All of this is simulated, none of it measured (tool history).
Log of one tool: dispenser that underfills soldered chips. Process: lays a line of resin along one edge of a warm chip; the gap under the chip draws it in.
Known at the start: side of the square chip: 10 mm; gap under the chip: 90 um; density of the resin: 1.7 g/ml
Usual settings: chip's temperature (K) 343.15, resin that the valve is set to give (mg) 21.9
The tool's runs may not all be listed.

run,hour,chip's temperature (K),resin that the valve is set to give (mg),time until the resin shows at the far edge (s),resin that the valve gave (mg)
1,0,343.15,21.9,64.1,21.91
# hour 6.6: new syringe of resin
2,9.2,338.15,21.9,64.9,21.58
3,15.8,343.15,20.7,65.5,20.49
# hour 22.4: new syringe of resin
4,23.8,355.15,21.9,26.3,21.44
5,30.4,355.15,21.9,34.2,21.62
# hour 37.7: new syringe of resin
6,38,342.15,21.9,47.8,21.24
7,46,342.15,21.9,65.7,21.34
8,51.3,342.15,21.9,77.6,21.31
# hour 53.1: new syringe of resin
9,56.5,342.15,21.9,53.5,21.36
10,60.4,342.15,21.9,61,21.01
11,65.9,343.15,21.9,70.7,21.2
# hour 68.5: new syringe of resin
12,71.8,343.15,21.9,50.6,20.82
13,80.4,343.15,21.9,68.2,20.89
# hour 83.9: new syringe of resin
# hour 86.9: dispensing valve cleaned and set on the balance
14,89.4,343.15,21.9,53.2,21.84
15,98.1,348.15,21.9,56.2,21.78
# hour 100.3: new syringe of resin
16,107.2,348.15,21.9,44.5,21.57
17,114.4,348.15,21.9,57.9,21.68
# hour 116.2: new syringe of resin
18,123.9,348.15,21.9,44.4,21.47
# hour 131.9: new syringe of resin
19,133.6,349.15,24.3,34.4,23.88
20,137.8,334.15,23.9,87.3,23.21
21,144.9,331.15,21.9,133.3,21.34
# hour 147.7: new syringe of resin
22,151.9,353.15,19.4,32.1,18.65
23,156.4,351.15,24.6,40.5,23.8
24,161.4,351.15,24.6,48,23.65
# hour 163.4: new syringe of resin
25,169.2,331.15,25.3,98.6,24.4
26,173.8,331.15,25.3,119.6,24.25
# hour 178.8: new syringe of resin
27,178.8,342.15,24.4,45.8,23.34
# hour 186.8: dispensing valve cleaned and set on the balance
28,187,343.15,19.5,56.5,19.45
29,194,331.15,25.8,130.1,25.75
# hour 195.1: new syringe of resin
30,203.6,353.15,18.9,35.5,18.91
# hour 210.5: new syringe of resin
31,210.5,348.15,24.6,33.2,24.29
32,214.9,332.15,19.8,94.3,19.68
33,221.4,332.15,19.8,120.2,19.4
# hour 225.8: new syringe of resin
34,227.6,356.15,24.8,23.6,23.93
35,233.1,351.15,21.9,37.6,21.6

Hidden state or all else? Some run-to-run changes of time until the resin shows at the far edge (s), split into what the settings, what came in and random variation would give without the hidden state, and what is left for the hidden state (with any gauge scatter that isn't in both results):
The hidden state here: resin's viscosity, % of fresh resin's; dose that the valve gives, % of what is set; true chip temperature over the reading, C; drift of the gauge itself on fill_s, %; drift of the gauge itself on given_mg, %.
Run 21 -> 22: chip's temperature (K) 331.15 -> 353.15, resin that the valve is set to give (mg) 21.9 -> 19.4, new syringe of resin. time until the resin shows at the far edge (s) -101.2: hidden state -35.6, all else -65.6.
Run 28 -> 29: chip's temperature (K) 343.15 -> 331.15, resin that the valve is set to give (mg) 19.5 -> 25.8. time until the resin shows at the far edge (s) +73.6: hidden state +32.2, all else +41.4.
Run 29 -> 30: chip's temperature (K) 331.15 -> 353.15, resin that the valve is set to give (mg) 25.8 -> 18.9, new syringe of resin. time until the resin shows at the far edge (s) -94.6: hidden state -32.9, all else -61.7.
Run 33 -> 34: chip's temperature (K) 332.15 -> 356.15, resin that the valve is set to give (mg) 19.8 -> 24.8, new syringe of resin. time until the resin shows at the far edge (s) -96.6: hidden state -25.7, all else -70.9.
